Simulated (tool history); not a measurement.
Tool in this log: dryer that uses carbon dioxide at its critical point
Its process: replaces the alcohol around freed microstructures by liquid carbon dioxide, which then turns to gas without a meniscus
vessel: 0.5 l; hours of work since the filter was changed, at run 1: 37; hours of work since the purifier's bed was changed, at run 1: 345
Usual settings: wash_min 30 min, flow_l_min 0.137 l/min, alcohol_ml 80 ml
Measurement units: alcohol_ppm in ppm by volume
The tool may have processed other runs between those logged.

| run | hour | wash_min | flow_l_min | alcohol_ml | hours of work since the filter was changed | hours of work since the purifier's bed was changed | alcohol_ppm |
|---|---|---|---|---|---|---|---|
| 1 | 0.0 | 30 | 0.137 | 80 | 37 | 345 | 258 |
| 2 | 17.2 | 30 | 0.137 | 80 | 42 | 350 | 274 |
| 3 | 34.7 | 30 | 0.137 | 32 | 48 | 356 | 104 |
| 4 | 59.8 | 30 | 0.137 | 32 | 55 | 363 | 111 |
| 5 | 90.5 | 30 | 0.137 | 32 | 65 | 373 | 114 |
| 6 | 107.3 | 30 | 0.137 | 80 | 70 | 378 | 271 |
| 7 | 132.4 | 30 | 0.147 | 80 | 77 | 385 | 172 |
| 8 | 161.3 | 30 | 0.147 | 80 | 86 | 394 | 182 |
| 9 | 185.1 | 23 | 0.147 | 80 | 93 | 402 | 818 |
| 10 | 217.3 | 30 | 0.137 | 33 | 103 | 411 | 122 |
| 11 | 232.1 | 30 | 0.137 | 33 | 108 | 416 | 134 |
| 12 | 249.1 | 30 | 0.177 | 80 | 113 | 421 | 65 |
| 13 | 273.2 | 30 | 0.177 | 80 | 120 | 428 | 69 |
| 14 | 286.7 | 30 | 0.177 | 80 | 124 | 432 | 63 |
| 15 | 305.9 | 30 | 0.137 | 80 | 130 | 438 | 305 |
| 16 | 321.5 | 30 | 0.137 | 80 | 135 | 443 | 290 |
| 17 | 353.0 | 30 | 0.188 | 80 | 145 | 453 | 51 |
| 18 | 367.5 | 18 | 0.137 | 80 | 149 | 457 | 3693 |
| 19 | 385.5 | 27 | 0.183 | 108 | 155 | 463 | 142 |
| 20 | 408.4 | 30 | 0.137 | 64 | 162 | 470 | 258 |
| 21 | 438.5 | 30 | 0.137 | 64 | 171 | 479 | 269 |
| 22 | 456.4 | 30 | 0.137 | 64 | 176 | 484 | 282 |
| 23 | 470.1 | 23 | 0.090 | 68 | 180 | 488 | 5832 |
| 24 | 491.0 | 23 | 0.090 | 68 | 187 | 495 | 5816 |
| 25 | 505.1 | 23 | 0.090 | 36 | 191 | 499 | 3182 |
| 26 | 531.3 | 18 | 0.137 | 22 | 199 | 507 | 1116 |
| 27 | 546.5 | 18 | 0.137 | 22 | 204 | 512 | 1107 |
| 28 | 562.0 | 20 | 0.137 | 22 | 208 | 516 | 727 |
| 29 | 578.5 | 20 | 0.137 | 22 | 213 | 521 | 756 |
| 30 | 603.2 | 20 | 0.137 | 22 | 221 | 529 | 753 |
| 31 | 635.4 | 20 | 0.137 | 22 | 231 | 539 | 736 |
| 32 | 657.9 | 21 | 0.102 | 20 | 238 | 546 | 1661 |

Table of differences, measured result less the result of that run with no hidden state. Run-to-run variation is the same in both. Gauge scatter possibly is not:
What the log doesn't record here: flow that reaches the vessel past the clogged filter, %; alcohol in the recycled carbon dioxide, ppm; drift of the gauge itself on alcohol_ppm, %.
| run | alcohol_ppm |
|---|---|
| 1 | +37 |
| 2 | +40 |
| 3 | +26 |
| 4 | +28 |
| 5 | +29 |
| 6 | +55 |
| 7 | +43 |
| 8 | +47 |
| 9 | +147 |
| 10 | +40 |
| 11 | +42 |
| 12 | +30 |
| 13 | +31 |
| 14 | +32 |
| 15 | +87 |
| 16 | +90 |
| 17 | +28 |
| 18 | +679 |
| 19 | +57 |
| 20 | +89 |
| 21 | +97 |
| 22 | +101 |
| 23 | +1069 |
| 24 | +1095 |
| 25 | +620 |
| 26 | +272 |
| 27 | +275 |
| 28 | +203 |
| 29 | +213 |
| 30 | +221 |
| 31 | +221 |
| 32 | +403 |

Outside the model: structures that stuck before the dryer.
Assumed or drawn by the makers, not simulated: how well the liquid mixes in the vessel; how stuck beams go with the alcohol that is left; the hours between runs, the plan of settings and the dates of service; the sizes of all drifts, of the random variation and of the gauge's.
